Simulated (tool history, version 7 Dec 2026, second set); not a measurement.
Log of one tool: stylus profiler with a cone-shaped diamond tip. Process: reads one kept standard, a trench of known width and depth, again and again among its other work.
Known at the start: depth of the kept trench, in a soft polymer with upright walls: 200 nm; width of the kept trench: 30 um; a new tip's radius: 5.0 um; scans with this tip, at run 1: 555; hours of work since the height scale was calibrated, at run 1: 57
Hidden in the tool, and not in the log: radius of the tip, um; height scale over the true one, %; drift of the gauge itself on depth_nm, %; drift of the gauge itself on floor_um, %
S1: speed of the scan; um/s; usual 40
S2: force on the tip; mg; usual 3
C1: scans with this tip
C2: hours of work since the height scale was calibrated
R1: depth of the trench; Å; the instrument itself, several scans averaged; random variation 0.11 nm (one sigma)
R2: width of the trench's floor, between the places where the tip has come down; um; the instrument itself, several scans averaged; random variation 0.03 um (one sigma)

{"run": 1, "day": 0.0, "S1": 40, "S2": 3, "C1": 555, "C2": 57, "R1": 2040.6, "R2": 27.01}
{"run": 2, "day": 2.342, "S1": 40, "S2": 3, "C1": 954, "C2": 98, "R1": 2039.3, "R2": 27}
{"run": 3, "day": 5.188, "S1": 12, "S2": 3, "C1": 1439, "C2": 148, "R1": 2040, "R2": 27.12}
{"run": 4, "day": 7.925, "S1": 12, "S2": 3, "C1": 1906, "C2": 195, "R1": 2041.1, "R2": 27.1}
{"run": 5, "day": 10.475, "S1": 12, "S2": 3, "C1": 2341, "C2": 240, "R1": 2042.2, "R2": 27.01}
{"run": 6, "day": 11.758, "S1": 40, "S2": 4.71, "C1": 2560, "C2": 263, "R1": 2054.6, "R2": 26.96}
{"run": 7, "day": 14.433, "S1": 40, "S2": 4.71, "C1": 3016, "C2": 309, "R1": 2055.1, "R2": 26.93}
{"run": 8, "day": 17.088, "S1": 40, "S2": 4.71, "C1": 3468, "C2": 356, "R1": 2056.4, "R2": 26.99}
{"run": 9, "day": 19.742, "S1": 100, "S2": 4.71, "C1": 3921, "C2": 402, "R1": 2056.3, "R2": 26.72}
{"run": 10, "day": 21.917, "S1": 28, "S2": 3, "C1": 4291, "C2": 440, "R1": 2043.4, "R2": 26.98}
{"run": 11, "day": 24.425, "S1": 28, "S2": 3, "C1": 4719, "C2": 484, "R1": 2040.2, "R2": 26.93}
{"run": 12, "day": 27.221, "S1": 28, "S2": 3, "C1": 5196, "C2": 533, "R1": 2041.4, "R2": 26.9}
{"run": 13, "day": 29.433, "S1": 40, "S2": 3, "C1": 5573, "C2": 572, "R1": 2042.4, "R2": 26.79}
{"run": 14, "day": 31.208, "S1": 40, "S2": 3, "C1": 5876, "C2": 603, "R1": 2044, "R2": 26.81}
{"run": 15, "day": 32.558, "S1": 40, "S2": 3, "C1": 6106, "C2": 626, "R1": 2043.1, "R2": 26.77}
{"run": 16, "day": 35.246, "S1": 70, "S2": 3, "C1": 6565, "C2": 673, "R1": 2043.5, "R2": 26.69}
{"run": 17, "day": 37.508, "S1": 70, "S2": 3, "C1": 6950, "C2": 713, "R1": 2045.4, "R2": 26.64}
{"run": 18, "day": 39.142, "S1": 70, "S2": 3, "C1": 7229, "C2": 741, "R1": 2045.8, "R2": 26.67}
{"day": 39.379, "done": "height scale calibrated on a step standard"}
{"run": 19, "day": 41.358, "S1": 21, "S2": 1.3, "C1": 7603, "C2": 35, "R1": 2027.2, "R2": 26.87}
{"run": 20, "day": 43.808, "S1": 42, "S2": 7, "C1": 8021, "C2": 77, "R1": 2075.8, "R2": 26.85}
{"day": 44.808, "done": "height scale calibrated on a step standard, once more"}
{"run": 21, "day": 46.696, "S1": 154, "S2": 1.57, "C1": 8510, "C2": 33, "R1": 2026, "R2": 25.88}
{"run": 22, "day": 48.375, "S1": 70, "S2": 1.94, "C1": 8796, "C2": 62, "R1": 2032, "R2": 26.5}
{"run": 23, "day": 51.388, "S1": 70, "S2": 1.94, "C1": 9310, "C2": 115, "R1": 2031.2, "R2": 26.48}
{"run": 24, "day": 54.325, "S1": 70, "S2": 1.94, "C1": 9811, "C2": 166, "R1": 2031.6, "R2": 26.5}
{"run": 25, "day": 57.054, "S1": 70, "S2": 1.94, "C1": 10276, "C2": 214, "R1": 2031.9, "R2": 26.47}
{"run": 26, "day": 58.812, "S1": 21, "S2": 1.69, "C1": 10576, "C2": 245, "R1": 2029.4, "R2": 26.78}
{"run": 27, "day": 60.129, "S1": 14, "S2": 2.36, "C1": 10800, "C2": 268, "R1": 2036.5, "R2": 26.85}
{"run": 28, "day": 62.271, "S1": 18, "S2": 3.77, "C1": 11165, "C2": 305, "R1": 2049.9, "R2": 26.81}
{"run": 29, "day": 65.033, "S1": 117, "S2": 2.09, "C1": 11637, "C2": 354, "R1": 2033, "R2": 26.2}
{"run": 30, "day": 66.942, "S1": 64, "S2": 8.37, "C1": 11962, "C2": 387, "R1": 2083.1, "R2": 26.68}
{"run": 31, "day": 68.233, "S1": 88, "S2": 5.13, "C1": 12182, "C2": 410, "R1": 2057.5, "R2": 26.57}
{"run": 32, "day": 70.375, "S1": 13, "S2": 3.85, "C1": 12547, "C2": 447, "R1": 2051, "R2": 26.84}
{"run": 33, "day": 73.171, "S1": 13, "S2": 3.85, "C1": 13024, "C2": 496, "R1": 2051.8, "R2": 26.84}
{"run": 34, "day": 75.325, "S1": 12, "S2": 1.8, "C1": 13391, "C2": 534, "R1": 2031.1, "R2": 26.79}
{"run": 35, "day": 77.258, "S1": 12, "S2": 1.8, "C1": 13721, "C2": 567, "R1": 2033.2, "R2": 26.79}

The same runs without the tool's hidden state, with the same run-to-run variation:
run=1 R1=2040.5 R2=27.02
run=2 R1=2039 R2=27.02
run=3 R1=2039.2 R2=27.16
run=4 R1=2040 R2=27.15
run=5 R1=2040.8 R2=27.07
run=6 R1=2053 R2=27.02
run=7 R1=2053.2 R2=27.01
run=8 R1=2054.1 R2=27.08
run=9 R1=2053.7 R2=26.82
run=10 R1=2040.5 R2=27.1
run=11 R1=2037 R2=27.06
run=12 R1=2037.8 R2=27.04
run=13 R1=2038.6 R2=26.94
run=14 R1=2040 R2=26.97
run=15 R1=2038.9 R2=26.93
run=16 R1=2039 R2=26.87
run=17 R1=2040.6 R2=26.82
run=18 R1=2040.8 R2=26.87
run=19 R1=2020.6 R2=27.07
run=20 R1=2068.8 R2=27.06
run=21 R1=2025.2 R2=26.1
run=22 R1=2031 R2=26.73
run=23 R1=2029.8 R2=26.73
run=24 R1=2029.8 R2=26.76
run=25 R1=2029.9 R2=26.75
run=26 R1=2027.1 R2=27.06
run=27 R1=2034.1 R2=27.14
run=28 R1=2047.2 R2=27.1
run=29 R1=2030 R2=26.5
run=30 R1=2079.8 R2=27
run=31 R1=2054 R2=26.89
run=32 R1=2047.3 R2=27.18
run=33 R1=2047.7 R2=27.19
run=34 R1=2026.8 R2=27.15
run=35 R1=2028.7 R2=27.15
